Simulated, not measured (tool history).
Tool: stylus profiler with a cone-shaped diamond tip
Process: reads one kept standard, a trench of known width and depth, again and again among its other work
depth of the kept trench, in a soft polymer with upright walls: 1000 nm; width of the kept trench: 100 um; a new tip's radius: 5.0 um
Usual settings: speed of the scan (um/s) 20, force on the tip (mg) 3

run	hour	speed of the scan (um/s)	force on the tip (mg)	depth of the trench (nm)	width of the trench's floor (nm)
1	0	20	3	1012.13	93960
2	99.3	20	1.2	1006.69	93920
3	167.8	20	1.2	1006.27	93920
4	232.7	20	1.2	1006.5	93920
5	303.7	20	1.2	1006.51	93990
6	363.3	20	1.79	1008.57	93920
7	424	20	1.79	1008.8	94000
8	546.4	11	3	1012.31	94000
9	627.9	11	3	1012.36	94000
10	695.7	7	3	1012.17	93930
11	794	7	3	1011.83	93980
12	915.1	7	3	1011.84	93950
13	1046.6	7	3	1012.38	93980
14	1155.8	74	3	1012.53	93870
15	1274	74	3	1012.03	93800
16	1349.6	26	3	1012.28	94000
17	1479.8	26	3	1012.04	93920
18	1610.9	20	3	1012.09	94020
19	1682.8	20	3	1012.19	93920
20	1747.6	20	3	1011.92	93970
21	1861.4	20	1.53	1007.56	93930
22	1959.1	20	1.53	1007.77	93930
23	2080.1	20	2.05	1009.72	93870
24	2141.1	6	2.36	1010.18	93990
25	2280.6	36	4.15	1015.05	93880
26	2402.1	13	6.94	1021.64	93950
27	2525.8	13	6.94	1021.08	93980
28	2649.7	12	5.35	1017.46	94010
29	2744.5	66	1.47	1007.55	93720
30	2887.7	51	1.47	1007.58	93880
31	2984.3	51	5.89	1019.4	93920
32	3049.2	51	5.89	1019.32	93860
33	3170.4	51	5.89	1018.87	93890
34	3313	18	4.62	1016.43	93950
35	3417.6	7	1.54	1007.89	93960
36	3552.7	12	1.88	1009.15	93960
37	3683.8	32	7.1	1021.82	93900
38	3776.3	6	3.22	1012.78	94010
39	3909.1	6	3.22	1012.86	93930
40	3998.5	6	3.22	1012.54	93970
41	4124.3	9	2.41	1010.82	93960
42	4232.2	9	2.41	1010.55	93960
43	4361.1	69	5.59	1018.76	93880
# hour 4387.6: height scale calibrated on a step standard
44	4492.4	20	3.04	1012.34	93970
45	4560.5	20	1.75	1008.31	93930

Forecast each of these 5 alternatives for the next run:
A	4647.3	23	3.14	?	?
B	4647.3	9	3.3	?	?
C	4647.3	68	4.76	?	?
D	4647.3	8	4.82	?	?
E	4647.3	18	1.51	?	?

run	depth of the trench (nm)	width of the trench's floor (nm)
A	1012.17	93960
B	1013.18	93900
C	1016.69	93800
D	1016.92	94010
E	1007.74	93940
Without the tool's hidden state the same runs would have given:
run	depth of the trench (nm)	width of the trench's floor (nm)
A	1012.16	93990
B	1013.17	93920
C	1016.69	93820
D	1016.91	94030
E	1007.73	93970
